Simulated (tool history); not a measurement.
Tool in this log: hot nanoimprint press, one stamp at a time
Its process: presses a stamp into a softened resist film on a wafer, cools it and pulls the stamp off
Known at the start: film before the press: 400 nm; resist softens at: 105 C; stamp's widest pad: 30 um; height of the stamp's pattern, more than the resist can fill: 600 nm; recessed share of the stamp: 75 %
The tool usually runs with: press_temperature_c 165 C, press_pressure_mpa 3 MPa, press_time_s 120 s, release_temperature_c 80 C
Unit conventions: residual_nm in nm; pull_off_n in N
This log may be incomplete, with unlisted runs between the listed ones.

run,day,press_temperature_c,press_pressure_mpa,press_time_s,release_temperature_c,residual_nm,pull_off_n
1,0,165,3,120,80,179.4,201
2,3.25,165,3,120,80,181.2,214
# day 6.912: stamp cleaned and given a new release coat
3,7.062,165,3,120,80,182.3,172
4,10.6,165,3,120,78,184.1,189
5,14.017,176,3,120,80,100.8,192
6,15.721,176,3,120,80,101.9,190
7,18.275,176,3,120,80,101.9,212
8,21.225,176,3,120,70,103.1,267
# day 23.054: stamp cleaned and given a new release coat
9,24.533,176,3,120,70,102.9,213
# day 24.971: plate thermocouple calibrated
# day 25.875: press's hydraulic seals changed and the load cell set to zero
10,27.946,165,3,128,80,185.8,186
11,30.292,165,3,105,84,200.6,178
12,32.146,165,2.92,179,80,166.5,209
13,35.208,165,3,100,68,207.1,259
14,37.829,160,3.34,120,80,240.8,226

Below are 5 alternative next runs, each starting from the tool's condition after run 14. Predict each:
# day 38.821: plate thermocouple calibrated, once more
# day 39.729: stamp cleaned and given a new release coat
A,40.55,165,3,120,67,?,?
# day 38.821: plate thermocouple calibrated, once more
# day 39.729: stamp cleaned and given a new release coat
B,40.55,161,3,126,66,?,?
# day 38.821: plate thermocouple calibrated, once more
# day 39.729: stamp cleaned and given a new release coat
C,40.55,169,1.94,67,80,?,?
# day 38.821: plate thermocouple calibrated, once more
# day 39.729: stamp cleaned and given a new release coat
D,40.55,165,2.31,120,81,?,?
# day 38.821: plate thermocouple calibrated, once more
# day 39.729: stamp cleaned and given a new release coat
E,40.55,160,3.34,158,79,?,?

run,residual_nm,pull_off_n
A,175.3,213
B,215.5,221
C,216.7,172
D,198.2,170
E,201.6,172
Without the tool's unlogged condition, the same runs would have read:
run,residual_nm,pull_off_n
A,174.2,210
B,214.2,217
C,215.7,169
D,197.1,167
E,200.3,169
